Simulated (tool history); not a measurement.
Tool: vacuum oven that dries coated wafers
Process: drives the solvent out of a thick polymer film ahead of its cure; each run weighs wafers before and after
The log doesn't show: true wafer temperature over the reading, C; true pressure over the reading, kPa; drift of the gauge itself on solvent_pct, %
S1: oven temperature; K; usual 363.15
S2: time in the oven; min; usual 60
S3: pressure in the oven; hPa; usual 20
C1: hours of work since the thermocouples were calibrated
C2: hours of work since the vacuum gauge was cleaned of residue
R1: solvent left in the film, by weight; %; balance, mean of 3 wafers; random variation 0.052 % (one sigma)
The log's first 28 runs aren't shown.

run    hour      S1   S2    S3    C1    C2    R1
 29  2095.9  370.15   49    20  1159  1713  0.99
 30  2156.3  372.15   56    20  1186  1740  0.75
 31  2208.9  372.15   56    20  1210  1764  0.72
 32  2266.4  372.15   33  27.9  1236  1789  1.93
     2287.1  -- oven's thermocouples calibrated
 33    2347  369.15   33  27.9    27  1824  2.47
 34    2426  369.15   33  27.9    62  1860  2.47
 35  2478.7  369.15   33  27.9    86  1883  2.53
 36    2523  369.15   33  16.6   106  1903   2.1
 37  2588.6  369.15   60  22.3   135  1933  0.98
 38  2679.1  378.15   62  77.4   176  1973  1.83
 39    2763  378.15   50  39.3   213  2011  0.96
 40  2826.2  353.15   52  27.4   241  2039  5.09
 41  2897.5  363.15   57  20.3   273  2071  1.67
 42  2987.5  363.15  103  22.2   314  2111  0.95
 43  3096.2  363.15   61  25.9   362  2160  1.78
 44    3151  366.15   30  42.7   387  2185  4.26
 45  3259.8  365.15   73  27.9   436  2233  1.31
 46    3336  365.15   73  27.9   470  2267  1.26
 47  3406.2  378.15   60    40   501  2299  0.94

Forecast each of these 3 alternatives for the next run:
  A  3465.4  376.15  40  23.7  528  2325   ?
  B  3465.4  363.15  60  12.1  528  2325   ?
  C  3465.4  353.15  60  17.9  528  2325   ?

run    R1
  A  0.79
  B  1.22
  C  3.78
Without the tool's hidden state the same runs would have given:
run    R1
  A  0.78
  B   1.2
  C  3.74

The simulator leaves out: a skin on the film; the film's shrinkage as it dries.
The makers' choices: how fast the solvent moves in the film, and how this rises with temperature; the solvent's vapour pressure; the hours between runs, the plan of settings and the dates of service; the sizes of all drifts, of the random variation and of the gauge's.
